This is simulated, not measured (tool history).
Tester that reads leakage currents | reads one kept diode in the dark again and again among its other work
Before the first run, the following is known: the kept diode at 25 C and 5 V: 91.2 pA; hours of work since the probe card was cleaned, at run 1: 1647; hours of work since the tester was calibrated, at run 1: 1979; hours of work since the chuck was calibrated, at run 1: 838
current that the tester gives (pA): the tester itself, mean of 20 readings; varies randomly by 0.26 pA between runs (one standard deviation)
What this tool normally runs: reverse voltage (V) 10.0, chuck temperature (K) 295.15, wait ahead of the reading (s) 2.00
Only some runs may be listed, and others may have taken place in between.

run	hour	reverse voltage (V)	chuck temperature (K)	wait ahead of the reading (s)	hours of work since the probe card was cleaned	hours of work since the tester was calibrated	hours of work since the chuck was calibrated	current that the tester gives (pA)
1	0.0	10.0	295.15	2.00	1647	1979	838	86.90
2	132.3	10.0	295.15	2.00	1710	2042	901	87.05
3	264.8	10.0	295.15	2.45	1773	2105	964	86.65
4	373.6	10.0	295.15	2.45	1825	2157	1015	86.65
5	561.0	10.0	295.15	2.45	1914	2246	1104	86.72
6	735.9	3.6	295.15	2.00	1997	2329	1188	61.91
7	841.9	3.6	295.15	2.00	2048	2380	1238	61.74
8	996.2	3.6	295.15	2.00	2121	2453	1311	61.81
9	1175.5	3.6	295.15	2.00	2206	2538	1397	61.85
10	1422.6	6.9	295.15	2.00	2324	2656	1514	76.43
11	1674.4	10.0	295.15	3.73	2443	2776	1634	86.67
12	1830.6	10.0	310.15	2.00	2518	2850	1708	350.01
13	2057.1	10.0	310.15	2.00	2626	2958	1816	349.19
14	2252.3	10.0	310.15	2.00	2718	3050	1909	348.98
15	2364.4	10.0	310.15	2.00	2772	3104	1962	350.10
# hour 2391.0: tester calibrated
# hour 2478.9: chuck's temperature calibrated
16	2500.8	10.0	310.15	2.00	2835	51	10	348.31
17	2622.8	10.0	295.15	2.00	2893	109	68	86.87
18	2799.2	10.0	295.15	2.00	2977	193	152	87.20
19	3022.2	13.1	295.15	2.00	3083	299	258	94.70
20	3169.7	13.1	306.15	2.00	3153	369	329	266.28
21	3283.2	13.1	306.15	2.00	3207	423	383	265.36
22	3448.6	3.2	295.15	2.00	3285	502	461	59.23
23	3636.3	2.8	318.15	2.19	3375	591	551	460.24
# hour 3848.0: probe card cleaned and baked
24	3849.6	2.8	318.15	0.87	1	691	651	461.10
25	3976.9	10.0	296.15	8.84	61	752	711	94.55
26	4129.9	2.0	312.15	7.12	134	825	784	246.39
27	4272.3	4.2	331.15	5.50	202	892	852	1505.71

The next listed run, before its measurement:
28	4483.9	4.2	331.15	5.50	302	993	952	?

current that the tester gives (pA): 1506.15
On a tool with no hidden condition, and with the same random variation, this run would have come out at current that the tester gives (pA) 1506.50.
